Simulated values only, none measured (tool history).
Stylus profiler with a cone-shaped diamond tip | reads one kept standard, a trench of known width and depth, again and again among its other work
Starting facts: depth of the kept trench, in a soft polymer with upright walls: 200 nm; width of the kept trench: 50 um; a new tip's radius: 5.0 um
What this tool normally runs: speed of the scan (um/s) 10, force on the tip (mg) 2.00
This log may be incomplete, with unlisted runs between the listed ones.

run,hour,speed of the scan (um/s),force on the tip (mg),depth of the trench (Å),width of the trench's floor (nm)
1,0.0,10,2.00,2020.9,47210
2,122.0,10,2.00,2021.4,47130
3,201.1,10,2.87,2024.8,47170
4,315.4,10,2.87,2027.0,47140
5,429.2,10,2.87,2026.2,47100
6,522.2,10,2.00,2021.3,47160
7,637.8,37,2.00,2020.3,47110
8,747.2,37,2.00,2020.6,47040
9,848.6,37,2.00,2019.9,47050
10,960.1,37,2.00,2020.9,47090
11,1082.9,37,2.00,2021.0,47050
12,1170.5,37,2.00,2020.0,47030
13,1231.9,37,2.00,2019.2,47060
14,1319.3,5,1.91,2020.0,47160
15,1390.0,5,1.91,2018.6,47230
16,1458.5,5,1.91,2021.0,47240
17,1573.4,5,1.91,2018.3,47200
18,1681.8,17,1.77,2020.8,47130
19,1764.0,16,5.42,2041.5,47130
20,1840.7,10,1.17,2014.6,47140
21,1930.3,18,1.08,2014.0,47110
22,2001.0,26,1.08,2013.5,47060
23,2073.5,9,1.58,2017.0,47070
24,2185.2,10,3.54,2030.8,47210
25,2289.7,21,2.05,2020.1,47160
26,2347.8,21,2.05,2020.6,47080

Below are 3 alternative next runs, each starting from the tool's condition after run 26. Predict each:
A,2422.3,7,0.88,?,?
B,2422.3,39,2.05,?,?
C,2422.3,9,2.05,?,?

run,depth of the trench (Å),width of the trench's floor (nm)
A,2013.3,47130
B,2019.7,47080
C,2020.3,47160
Without the tool's hidden state the same runs would have given:
run,depth of the trench (Å),width of the trench's floor (nm)
A,2013.4,47130
B,2019.9,47090
C,2020.4,47170
